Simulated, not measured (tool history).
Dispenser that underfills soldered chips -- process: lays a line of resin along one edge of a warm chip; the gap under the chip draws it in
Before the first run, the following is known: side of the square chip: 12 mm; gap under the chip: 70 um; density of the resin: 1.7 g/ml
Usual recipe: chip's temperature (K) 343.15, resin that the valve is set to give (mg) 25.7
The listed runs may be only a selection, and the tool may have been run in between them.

run	hour	chip's temperature (K)	resin that the valve is set to give (mg)	time until the resin shows at the far edge (s)	resin that the valve gave (mg)
1	0	343.15	25.7	67.7	25.55
2	6.5	343.15	25.7	96.4	25.53
3	12.6	343.15	25.7	90.2	25.47
4	20	343.15	25.7	88.6	25.43
5	28.3	343.15	25.7	95.5	25.29
6	33.8	332.15	25.7	138.3	25.25
7	39.1	343.15	32.2	74.3	31.59
8	44.7	343.15	32.2	98.4	32.31
9	53.4	343.15	32.2	66.5	32.18
10	60.1	343.15	32.2	96.1	32.17
11	69.6	343.15	32.2	69.2	32.07
12	75.7	343.15	25.7	68.2	25.52
13	81	343.15	33.1	87.7	32.8
14	88.4	343.15	21.9	94.8	21.66
15	96.3	343.15	21.9	96.4	21.58
16	100.3	343.15	21.9	78.7	21.59
17	109.5	343.15	21.9	81.7	21.94
18	116.4	330.15	24.7	137.8	24.73
19	124.6	343.15	31.1	77.9	30.99
20	131.4	343.15	31.1	75.4	31
21	138.1	345.15	24.7	66.6	24.56
22	144.8	340.15	25.2	79.2	25.01
23	150.6	331.15	25.7	163.9	25.45
24	156.1	331.15	25.7	144.1	25.4
25	160.3	333.15	29.7	107.3	29.29
26	166.9	342.15	23.9	101.4	23.87
27	175.2	342.15	21.9	108.8	21.85
28	180.7	342.15	21.9	97.4	21.78
29	186.9	335.15	22.6	119.3	22.5
30	193.2	335.15	22.6	113.9	22.4
31	198.4	336.15	28.3	136.7	28.02
32	204.4	336.15	29.4	127.2	29.01
33	212	336.15	29.4	131.4	28.97

Missing from the log above: 30 entries noted between runs. For each, name the pair of listed runs it sits between and say how the tool's hidden condition differs from the listed run just before to the listed run just after:
Between runs 2 and 3: new syringe of resin (hour 7.1)
  resin's viscosity, % of fresh resin's: 146.1 -> 135.5; dose that the valve gives, % of what is set: 99.19 -> 99; true chip temperature over the reading, C: -0.41 -> -0.44
  measured minus no-state result, time until the resin shows at the far edge (s): +31.8 -> +25.1; resin that the valve gave (mg): -0.21 -> -0.25
Between runs 3 and 4: new syringe of resin (hour 14.6)
  resin's viscosity, % of fresh resin's: 135.5 -> 132.7; dose that the valve gives, % of what is set: 99 -> 98.76; true chip temperature over the reading, C: -0.44 -> -0.49
  measured minus no-state result, time until the resin shows at the far edge (s): +25.1 -> +23.3; resin that the valve gave (mg): -0.25 -> -0.32
Between runs 4 and 5: new syringe of resin (hour 22)
  resin's viscosity, % of fresh resin's: 132.7 -> 144.6; dose that the valve gives, % of what is set: 98.76 -> 98.51; true chip temperature over the reading, C: -0.49 -> -0.53
  measured minus no-state result, time until the resin shows at the far edge (s): +23.3 -> +31.2; resin that the valve gave (mg): -0.32 -> -0.38
Between runs 5 and 6: new syringe of resin (hour 29.8)
  resin's viscosity, % of fresh resin's: 144.6 -> 125.5; dose that the valve gives, % of what is set: 98.51 -> 98.33; true chip temperature over the reading, C: -0.53 -> -0.56
  measured minus no-state result, time until the resin shows at the far edge (s): +31.2 -> +31.2; resin that the valve gave (mg): -0.38 -> -0.43
Between runs 6 and 7: new syringe of resin (hour 37.1)
  resin's viscosity, % of fresh resin's: 125.5 -> 113.9; dose that the valve gives, % of what is set: 98.33 -> 98.15; true chip temperature over the reading, C: -0.56 -> -0.59
  measured minus no-state result, time until the resin shows at the far edge (s): +31.2 -> +10.8; resin that the valve gave (mg): -0.43 -> -0.6
Between runs 7 and 8: dispensing valve cleaned and set on the balance (hour 41.1)
  resin's viscosity, % of fresh resin's: 113.9 -> 146.6; dose that the valve gives, % of what is set: 98.15 -> 100.26; true chip temperature over the reading, C: -0.59 -> -0.62
  measured minus no-state result, time until the resin shows at the far edge (s): +10.8 -> +33; resin that the valve gave (mg): -0.6 -> +0.09
Between runs 8 and 9: new syringe of resin (hour 45.5); new syringe of resin (hour 53.3)
  resin's viscosity, % of fresh resin's: 146.6 -> 100.8; dose that the valve gives, % of what is set: 100.26 -> 100.02; true chip temperature over the reading, C: -0.62 -> -0.67
  measured minus no-state result, time until the resin shows at the far edge (s): +33 -> +2.4; resin that the valve gave (mg): +0.09 -> +0
Between runs 10 and 11: new syringe of resin (hour 60.8); new syringe of resin (hour 68.4)
  resin's viscosity, % of fresh resin's: 146.8 -> 106.6; dose that the valve gives, % of what is set: 99.81 -> 99.52; true chip temperature over the reading, C: -0.71 -> -0.76
  measured minus no-state result, time until the resin shows at the far edge (s): +32.6 -> +6.4; resin that the valve gave (mg): -0.06 -> -0.16
Between runs 11 and 12: new syringe of resin (hour 75.7)
  resin's viscosity, % of fresh resin's: 106.6 -> 100.4; dose that the valve gives, % of what is set: 99.52 -> 99.32; true chip temperature over the reading, C: -0.76 -> -0.8
  measured minus no-state result, time until the resin shows at the far edge (s): +6.4 -> +2.6; resin that the valve gave (mg): -0.16 -> -0.17
Between runs 13 and 14: new syringe of resin (hour 83.2)
  resin's viscosity, % of fresh resin's: 134.2 -> 132.4; dose that the valve gives, % of what is set: 99.14 -> 98.89; true chip temperature over the reading, C: -0.82 -> -0.86
  measured minus no-state result, time until the resin shows at the far edge (s): +24.8 -> +26.1; resin that the valve gave (mg): -0.28 -> -0.24
Between runs 14 and 15: new syringe of resin (hour 90.9)
  resin's viscosity, % of fresh resin's: 132.4 -> 134.9; dose that the valve gives, % of what is set: 98.89 -> 98.63; true chip temperature over the reading, C: -0.86 -> -0.91
  measured minus no-state result, time until the resin shows at the far edge (s): +26.1 -> +28; resin that the valve gave (mg): -0.24 -> -0.3
Between runs 15 and 16: new syringe of resin (hour 98.8)
  resin's viscosity, % of fresh resin's: 134.9 -> 109.6; dose that the valve gives, % of what is set: 98.63 -> 98.51; true chip temperature over the reading, C: -0.91 -> -0.93
  measured minus no-state result, time until the resin shows at the far edge (s): +28 -> +10; resin that the valve gave (mg): -0.3 -> -0.32
Between runs 16 and 17: dispensing valve cleaned and set on the balance (hour 102.6); new syringe of resin (hour 107.2)
  resin's viscosity, % of fresh resin's: 109.6 -> 113.4; dose that the valve gives, % of what is set: 98.51 -> 100.31; true chip temperature over the reading, C: -0.93 -> -0.98
  measured minus no-state result, time until the resin shows at the far edge (s): +10 -> +12.6; resin that the valve gave (mg): -0.32 -> +0.06
Between runs 17 and 18: new syringe of resin (hour 114.6)
  resin's viscosity, % of fresh resin's: 113.4 -> 111; dose that the valve gives, % of what is set: 100.31 -> 100.09; true chip temperature over the reading, C: -0.98 -> -1.02
  measured minus no-state result, time until the resin shows at the far edge (s): +12.6 -> +19.4; resin that the valve gave (mg): +0.06 -> +0.02
Between runs 18 and 19: new syringe of resin (hour 122.1)
  resin's viscosity, % of fresh resin's: 111 -> 115.7; dose that the valve gives, % of what is set: 100.09 -> 99.82; true chip temperature over the reading, C: -1.02 -> -1.06
  measured minus no-state result, time until the resin shows at the far edge (s): +19.4 -> +13.6; resin that the valve gave (mg): +0.02 -> -0.06
Between runs 19 and 20: new syringe of resin (hour 130)
  resin's viscosity, % of fresh resin's: 115.7 -> 111.7; dose that the valve gives, % of what is set: 99.82 -> 99.59; true chip temperature over the reading, C: -1.06 -> -1.1
  measured minus no-state result, time until the resin shows at the far edge (s): +13.6 -> +11.2; resin that the valve gave (mg): -0.06 -> -0.13
Between runs 20 and 21: new syringe of resin (hour 137.3)
  resin's viscosity, % of fresh resin's: 111.7 -> 103.6; dose that the valve gives, % of what is set: 99.59 -> 99.38; true chip temperature over the reading, C: -1.1 -> -1.14
  measured minus no-state result, time until the resin shows at the far edge (s): +11.2 -> +5.4; resin that the valve gave (mg): -0.13 -> -0.15
Between runs 21 and 22: new syringe of resin (hour 144.8)
  resin's viscosity, % of fresh resin's: 103.6 -> 100; dose that the valve gives, % of what is set: 99.38 -> 99.15; true chip temperature over the reading, C: -1.14 -> -1.17
  measured minus no-state result, time until the resin shows at the far edge (s): +5.4 -> +4.1; resin that the valve gave (mg): -0.15 -> -0.21
Between runs 23 and 24: new syringe of resin (hour 152.2)
  resin's viscosity, % of fresh resin's: 138.1 -> 124.1; dose that the valve gives, % of what is set: 98.96 -> 98.79; true chip temperature over the reading, C: -1.2 -> -1.23
  measured minus no-state result, time until the resin shows at the far edge (s): +51.9 -> +34.8; resin that the valve gave (mg): -0.27 -> -0.32
Between runs 24 and 25: new syringe of resin (hour 160.1)
  resin's viscosity, % of fresh resin's: 124.1 -> 100.8; dose that the valve gives, % of what is set: 98.79 -> 98.67; true chip temperature over the reading, C: -1.23 -> -1.26
  measured minus no-state result, time until the resin shows at the far edge (s): +34.8 -> +7.1; resin that the valve gave (mg): -0.32 -> -0.39
Between runs 25 and 26: dispensing valve cleaned and set on the balance (hour 164.3)
  resin's viscosity, % of fresh resin's: 100.8 -> 137.8; dose that the valve gives, % of what is set: 98.67 -> 99.94; true chip temperature over the reading, C: -1.26 -> -1.29
  measured minus no-state result, time until the resin shows at the far edge (s): +7.1 -> +31.8; resin that the valve gave (mg): -0.39 -> -0.01
Between runs 26 and 27: new syringe of resin (hour 168.6)
  resin's viscosity, % of fresh resin's: 137.8 -> 143.7; dose that the valve gives, % of what is set: 99.94 -> 99.68; true chip temperature over the reading, C: -1.29 -> -1.33
  measured minus no-state result, time until the resin shows at the far edge (s): +31.8 -> +37.5; resin that the valve gave (mg): -0.01 -> -0.07
Between runs 27 and 28: new syringe of resin (hour 176.2)
  resin's viscosity, % of fresh resin's: 143.7 -> 129.3; dose that the valve gives, % of what is set: 99.68 -> 99.5; true chip temperature over the reading, C: -1.33 -> -1.36
  measured minus no-state result, time until the resin shows at the far edge (s): +37.5 -> +26.7; resin that the valve gave (mg): -0.07 -> -0.11
Between runs 28 and 29: new syringe of resin (hour 184.1)
  resin's viscosity, % of fresh resin's: 129.3 -> 115.4; dose that the valve gives, % of what is set: 99.5 -> 99.3; true chip temperature over the reading, C: -1.36 -> -1.4
  measured minus no-state result, time until the resin shows at the far edge (s): +26.7 -> +22.5; resin that the valve gave (mg): -0.11 -> -0.15
Between runs 29 and 30: new syringe of resin (hour 191.5)
  resin's viscosity, % of fresh resin's: 115.4 -> 110; dose that the valve gives, % of what is set: 99.3 -> 99.09; true chip temperature over the reading, C: -1.4 -> -1.43
  measured minus no-state result, time until the resin shows at the far edge (s): +22.5 -> +17.2; resin that the valve gave (mg): -0.15 -> -0.21
Between runs 31 and 32: new syringe of resin (hour 199.1)
  resin's viscosity, % of fresh resin's: 146.4 -> 135.9; dose that the valve gives, % of what is set: 98.92 -> 98.73; true chip temperature over the reading, C: -1.46 -> -1.5
  measured minus no-state result, time until the resin shows at the far edge (s): +49.4 -> +39.9; resin that the valve gave (mg): -0.31 -> -0.37
Between runs 32 and 33: new syringe of resin (hour 206.4)
  resin's viscosity, % of fresh resin's: 135.9 -> 139.4; dose that the valve gives, % of what is set: 98.73 -> 98.49; true chip temperature over the reading, C: -1.5 -> -1.54
  measured minus no-state result, time until the resin shows at the far edge (s): +39.9 -> +43.7; resin that the valve gave (mg): -0.37 -> -0.45
